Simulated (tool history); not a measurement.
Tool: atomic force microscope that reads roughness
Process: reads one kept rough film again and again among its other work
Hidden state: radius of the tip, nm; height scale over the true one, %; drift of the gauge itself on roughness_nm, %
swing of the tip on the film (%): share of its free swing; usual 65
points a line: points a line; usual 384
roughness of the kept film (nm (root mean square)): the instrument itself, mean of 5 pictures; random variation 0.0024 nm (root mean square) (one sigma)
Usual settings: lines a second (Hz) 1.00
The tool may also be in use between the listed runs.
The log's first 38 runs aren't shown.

run     day  lines a second (Hz)  swing of the tip on the film (%)  points a line  pictures with this tip  hours of work since the height scale was calibrated  roughness of the kept film (nm (root mean square))
 39  12.771                 1.27                                89            471                      33                                                   18                                               0.559
 40  13.038                 1.83                                58            273                      42                                                   21                                               0.601
 41  13.262                 2.81                                58            864                      49                                                   24                                               0.594
 42  13.675                 2.81                                67            552                      62                                                   29                                               0.572
 43  14.092                 2.81                                67            552                      75                                                   35                                               0.574
 44  14.471                 0.69                                66            901                      86                                                   39                                               0.603
 45  14.833                 0.69                                66            901                      98                                                   44                                               0.599
 46  15.225                 0.69                                66            901                     110                                                   49                                               0.603
 47  15.488                 1.72                                60            610                     118                                                   52                                               0.588
     15.792  -- new tip fitted
 48  15.838                 1.41                                71            396                       1                                                   56                                               0.596
 49  16.192                 1.41                                71            396                      12                                                   60                                               0.596
 50  16.529                 1.41                                71            396                      23                                                   64                                               0.592
 51  16.750                 2.08                                77            826                      29                                                   67                                               0.559
 52  16.967                 3.09                                72            384                      36                                                   70                                               0.553

5 ways to go on from here, each from the tool as it stands after run 52. What would each give?
  A  17.392                 0.59                                72            272                      50                                                   75                                                   ?
  B  17.392                 0.53                                65            585                      50                                                   75                                                   ?
  C  17.392                 3.09                                79            603                      50                                                   75                                                   ?
  D  17.392                 1.00                                65            324                      50                                                   75                                                   ?
  E  17.392                 1.78                                65            384                      50                                                   75                                                   ?

run  roughness of the kept film (nm (root mean square))
  A                                               0.606
  B                                               0.607
  C                                               0.529
  D                                               0.603
  E                                               0.591
Without the tool's hidden state the same runs would have given:
run  roughness of the kept film (nm (root mean square))
  A                                               0.614
  B                                               0.615
  C                                               0.536
  D                                               0.611
  E                                               0.599

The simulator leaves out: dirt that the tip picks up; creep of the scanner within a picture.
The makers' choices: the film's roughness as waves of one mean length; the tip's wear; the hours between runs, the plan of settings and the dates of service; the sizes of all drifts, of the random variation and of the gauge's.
